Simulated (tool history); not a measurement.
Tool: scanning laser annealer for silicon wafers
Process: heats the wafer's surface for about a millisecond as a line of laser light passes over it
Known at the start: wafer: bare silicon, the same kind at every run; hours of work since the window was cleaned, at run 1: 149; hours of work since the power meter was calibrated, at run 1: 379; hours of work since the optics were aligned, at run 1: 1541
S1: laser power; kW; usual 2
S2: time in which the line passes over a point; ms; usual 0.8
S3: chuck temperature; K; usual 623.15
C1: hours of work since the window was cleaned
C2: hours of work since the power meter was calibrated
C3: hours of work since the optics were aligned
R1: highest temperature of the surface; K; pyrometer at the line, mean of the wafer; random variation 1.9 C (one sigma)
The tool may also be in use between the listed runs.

Run 1, hour 0: usual settings; C1 149; C2 379; C3 1541. Result: R1 1374.15 K.
Run 2, hour 19.6: usual settings but S2 0.855 ms; C1 161; C2 392; C3 1553. Result: R1 1402.15 K.
Run 3, hour 45.3: usual settings but S2 0.855 ms; C1 177; C2 408; C3 1570. Result: R1 1400.15 K.
Run 4, hour 62.5: usual settings but S2 0.855 ms; C1 188; C2 419; C3 1580. Result: R1 1402.15 K.
Run 5, hour 89.2: usual settings but S2 0.715 ms; C1 204; C2 435; C3 1597. Result: R1 1327.15 K.
Run 6, hour 111.1: usual settings but S1 2.145 kW, S2 0.715 ms; C1 218; C2 449; C3 1611. Result: R1 1380.15 K.
Run 7, hour 148.3: usual settings; C1 241; C2 472; C3 1634. Result: R1 1367.15 K.
Run 8, hour 168.5: usual settings; C1 254; C2 485; C3 1646. Result: R1 1369.15 K.
At hour 187: optics aligned, line set to its width.
Run 9, hour 207.1: usual settings; C1 275; C2 506; C3 13. Result: R1 1387.15 K.
Run 10, hour 243.2: usual settings; C1 297; C2 528; C3 35. Result: R1 1385.15 K.
Run 11, hour 280.5: usual settings but S2 0.704 ms; C1 321; C2 551; C3 58. Result: R1 1332.15 K.
Run 12, hour 308.6: usual settings but S2 0.704 ms; C1 338; C2 569; C3 76. Result: R1 1331.15 K.
Run 13, hour 342.4: usual settings but S1 2.032 kW, S2 0.576 ms, S3 636.15 K; C1 359; C2 590; C3 97. Result: R1 1286.15 K.
Run 14, hour 377.7: usual settings but S1 1.803 kW; C1 381; C2 612; C3 119. Result: R1 1296.15 K.
Run 15, hour 395: usual settings but S1 1.803 kW; C1 392; C2 623; C3 130. Result: R1 1296.15 K.
Run 16, hour 414.1: usual settings but S1 1.799 kW, S2 0.713 ms; C1 404; C2 635; C3 142. Result: R1 1256.15 K.
Run 17, hour 430.7: usual settings but S1 1.744 kW, S2 0.877 ms, S3 657.15 K; C1 414; C2 645; C3 152. Result: R1 1337.15 K.
Run 18, hour 467.6: usual settings but S1 2.137 kW, S2 0.617 ms, S3 589.15 K; C1 437; C2 668; C3 175. Result: R1 1298.15 K.
Run 19, hour 485.5: usual settings but S1 2.095 kW, S2 0.707 ms, S3 636.15 K; C1 448; C2 679; C3 186. Result: R1 1381.15 K.
Run 20, hour 508.8: usual settings but S1 2.095 kW, S2 0.707 ms, S3 636.15 K; C1 463; C2 694; C3 201. Result: R1 1378.15 K.
Run 21, hour 536.4: usual settings but S2 0.58 ms; C1 480; C2 711; C3 218. Result: R1 1254.15 K.
Run 22, hour 565.4: usual settings but S1 1.839 kW, S2 0.811 ms, S3 601.15 K; C1 498; C2 729; C3 236. Result: R1 1288.15 K.

Hidden state at the last listed run before each entry between runs and at the first one after, where it differs:
Between runs 8 and 9: optics aligned, line set to its width (hour 187)
  light that passes the window, % of a clean one's: 98.31 -> 98.2; laser's true power over the reading, %: 0.05 -> 0.06; width of the line over the set one, %: 4.56 -> 0.15
  measured less the result without the state, R1: -33 -> -16 K
